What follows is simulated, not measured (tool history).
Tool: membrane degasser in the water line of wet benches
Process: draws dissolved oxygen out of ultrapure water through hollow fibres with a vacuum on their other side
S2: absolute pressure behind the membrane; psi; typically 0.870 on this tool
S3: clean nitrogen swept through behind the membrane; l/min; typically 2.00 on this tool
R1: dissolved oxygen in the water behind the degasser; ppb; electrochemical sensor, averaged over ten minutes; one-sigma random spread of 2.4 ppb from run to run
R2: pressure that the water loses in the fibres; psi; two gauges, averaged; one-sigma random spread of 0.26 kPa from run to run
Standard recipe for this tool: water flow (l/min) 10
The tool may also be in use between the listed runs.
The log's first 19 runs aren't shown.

run 20 day=49.767 | water_flow_(l/min)=9 S2=0.963 S3=1.34 | R1=234.1 R2=9.410
run 21 day=51.642 | water_flow_(l/min)=10 S2=0.870 S3=4.82 | R1=256.6 R2=10.492
run 22 day=54.508 | water_flow_(l/min)=8 S2=0.757 S3=2.05 | R1=137.4 R2=8.374
run 23 day=56.025 | water_flow_(l/min)=10 S2=1.939 S3=1.09 | R1=452.0 R2=10.476
run 24 day=58.104 | water_flow_(l/min)=10 S2=1.939 S3=1.09 | R1=454.5 R2=10.507
run 25 day=61.171 | water_flow_(l/min)=10 S2=1.939 S3=1.09 | R1=456.7 R2=10.502
run 26 day=62.992 | water_flow_(l/min)=10 S2=1.939 S3=1.09 | R1=451.3 R2=10.538
run 27 day=65.812 | water_flow_(l/min)=10 S2=0.792 S3=1.43 | R1=285.9 R2=10.512
run 28 day=68.996 | water_flow_(l/min)=10 S2=0.792 S3=1.43 | R1=283.0 R2=10.495
run 29 day=71.167 | water_flow_(l/min)=10 S2=0.792 S3=1.43 | R1=284.5 R2=10.543
run 30 day=74.696 | water_flow_(l/min)=7 S2=0.775 S3=1.05 | R1=112.7 R2=7.362
run 31 day=77.254 | water_flow_(l/min)=10 S2=0.870 S3=3.52 | R1=261.2 R2=10.611
run 32 day=80.217 | water_flow_(l/min)=10 S2=0.870 S3=3.52 | R1=269.7 R2=10.551

Consider 4 possible next runs. They are alternatives, not a sequence: every one starts from the tool as it was left by run 32. What does each give?
run A day=81.825 | water_flow_(l/min)=11 S2=0.870 S3=3.52 | R1=? R2=?
run B day=81.825 | water_flow_(l/min)=13 S2=0.557 S3=4.54 | R1=? R2=?
run C day=81.825 | water_flow_(l/min)=14 S2=1.295 S3=3.52 | R1=? R2=?
run D day=81.825 | water_flow_(l/min)=10 S2=1.175 S3=2.00 | R1=? R2=?

run=A R1=339.9 R2=11.661
run=B R1=492.4 R2=13.766
run=C R1=621.0 R2=14.766
run=D R1=308.1 R2=10.565
Without the tool's unlogged condition, the same runs would have read:
run=A R1=289.5 R2=11.095
run=B R1=425.4 R2=13.095
run=C R1=546.7 R2=14.048
run=D R1=264.3 R2=10.051

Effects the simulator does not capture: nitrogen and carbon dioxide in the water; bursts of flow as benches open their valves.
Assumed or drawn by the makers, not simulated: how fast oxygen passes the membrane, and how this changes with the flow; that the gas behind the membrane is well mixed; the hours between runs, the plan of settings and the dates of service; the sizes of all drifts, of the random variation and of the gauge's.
